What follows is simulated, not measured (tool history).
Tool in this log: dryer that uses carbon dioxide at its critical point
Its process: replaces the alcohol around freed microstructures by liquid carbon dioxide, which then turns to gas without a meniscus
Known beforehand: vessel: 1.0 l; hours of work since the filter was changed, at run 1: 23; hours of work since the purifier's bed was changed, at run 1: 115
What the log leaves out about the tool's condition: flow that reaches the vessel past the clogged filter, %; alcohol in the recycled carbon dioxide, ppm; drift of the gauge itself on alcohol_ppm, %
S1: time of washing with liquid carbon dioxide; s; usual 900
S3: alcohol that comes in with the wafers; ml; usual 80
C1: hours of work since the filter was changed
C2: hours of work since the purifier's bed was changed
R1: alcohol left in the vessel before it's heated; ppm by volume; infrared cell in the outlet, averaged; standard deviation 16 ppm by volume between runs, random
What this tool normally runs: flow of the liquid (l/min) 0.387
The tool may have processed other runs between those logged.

{"run": 1, "hour": 0.0, "S1": 900, "flow of the liquid (l/min)": 0.387, "S3": 80, "C1": 23, "C2": 115, "R1": 1079}
{"run": 2, "hour": 47.2, "S1": 900, "flow of the liquid (l/min)": 0.387, "S3": 51, "C1": 42, "C2": 134, "R1": 712}
{"run": 3, "hour": 75.4, "S1": 900, "flow of the liquid (l/min)": 0.387, "S3": 51, "C1": 54, "C2": 145, "R1": 721}
{"run": 4, "hour": 106.5, "S1": 900, "flow of the liquid (l/min)": 0.387, "S3": 51, "C1": 66, "C2": 158, "R1": 726}
{"run": 5, "hour": 149.2, "S1": 900, "flow of the liquid (l/min)": 0.387, "S3": 61, "C1": 83, "C2": 175, "R1": 887}
{"run": 6, "hour": 191.7, "S1": 900, "flow of the liquid (l/min)": 0.387, "S3": 117, "C1": 100, "C2": 192, "R1": 1712}
{"run": 7, "hour": 239.1, "S1": 720, "flow of the liquid (l/min)": 0.387, "S3": 80, "C1": 119, "C2": 211, "R1": 2732}
{"run": 8, "hour": 281.9, "S1": 900, "flow of the liquid (l/min)": 0.366, "S3": 70, "C1": 136, "C2": 228, "R1": 1299}
{"run": 9, "hour": 324.1, "S1": 960, "flow of the liquid (l/min)": 0.53, "S3": 84, "C1": 153, "C2": 245, "R1": 195}
{"run": 10, "hour": 348.0, "S1": 1260, "flow of the liquid (l/min)": 0.586, "S3": 84, "C1": 163, "C2": 255, "R1": 24}

What will run 11 give?
{"run": 11, "hour": 385.2, "S1": 660, "flow of the liquid (l/min)": 0.586, "S3": 84, "C1": 178, "C2": 269, "R1": "?"}

{"run 11": {"R1": 769}}
On a tool with no hidden condition, and with the same random variation, this run would have come out at R1 640 ppm by volume.
